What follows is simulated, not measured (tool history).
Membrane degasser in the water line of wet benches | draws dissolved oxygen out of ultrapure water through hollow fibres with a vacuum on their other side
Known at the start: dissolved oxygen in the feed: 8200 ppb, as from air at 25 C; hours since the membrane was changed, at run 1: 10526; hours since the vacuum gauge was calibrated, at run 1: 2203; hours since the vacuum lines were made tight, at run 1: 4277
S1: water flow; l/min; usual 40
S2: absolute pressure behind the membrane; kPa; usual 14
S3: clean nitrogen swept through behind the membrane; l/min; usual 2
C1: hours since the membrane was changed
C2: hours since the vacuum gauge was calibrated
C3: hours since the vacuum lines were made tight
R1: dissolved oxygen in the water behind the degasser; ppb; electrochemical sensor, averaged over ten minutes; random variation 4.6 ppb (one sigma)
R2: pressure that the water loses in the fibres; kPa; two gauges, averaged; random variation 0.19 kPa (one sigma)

run,hour,S1,S2,S3,C1,C2,C3,R1,R2
1,0,40,14,2,10526,2203,4277,656.6,43.32
2,288,40,14,2,10814,2491,4565,658.9,43.08
3,457.1,40,14,2,10983,2660,4734,656.2,43.38
4,797,40,23.8,2,11323,3000,5074,1034,43.28
# hour 846.2: seals of the vacuum lines changed
5,1105.8,61,14,2,11630,3307,260,1024.5,66.58
6,1261,61,14,2,11785,3462,415,1024.6,66.69
7,1610.2,61,14,2,12134,3811,764,1022.6,66.75
8,1928.2,40,10,1.76,12452,4129,1082,551,44.09
9,2233.1,51,11.1,1.78,12757,4434,1387,770.7,55.93
# hour 2408.4: vacuum gauge calibrated
10,2473.9,34,33.3,1.81,12997,65,1627,1244.7,37.47
11,2634.1,40,14,2.02,13157,226,1787,654,43.99
12,2847,25,26.4,2.02,13370,439,2000,706.7,27.61
13,3213.5,25,17.2,0.87,13737,805,2367,872.1,27.92
14,3406.7,63,30.8,2,13930,998,2560,1855.4,70.61

The same runs without the tool's hidden state, with the same run-to-run variation:
The hidden state here: membrane still open, %; true pressure behind the membrane over the reading, kPa; air that leaks in behind the membrane, l/min; drift of the gauge itself on oxygen_ppb, %; drift of the gauge itself on loss_of_pressure_kpa, %.
run,R1,R2
1,595.4,39.67
2,595.4,39.33
3,591.6,39.55
4,969.4,39.33
5,918.7,60.41
6,917,60.43
7,911.2,60.3
8,471.4,39.72
9,665.7,50.27
10,1196.2,33.61
11,584.4,39.41
12,670.5,24.67
13,835.7,24.91
14,1755,62.83
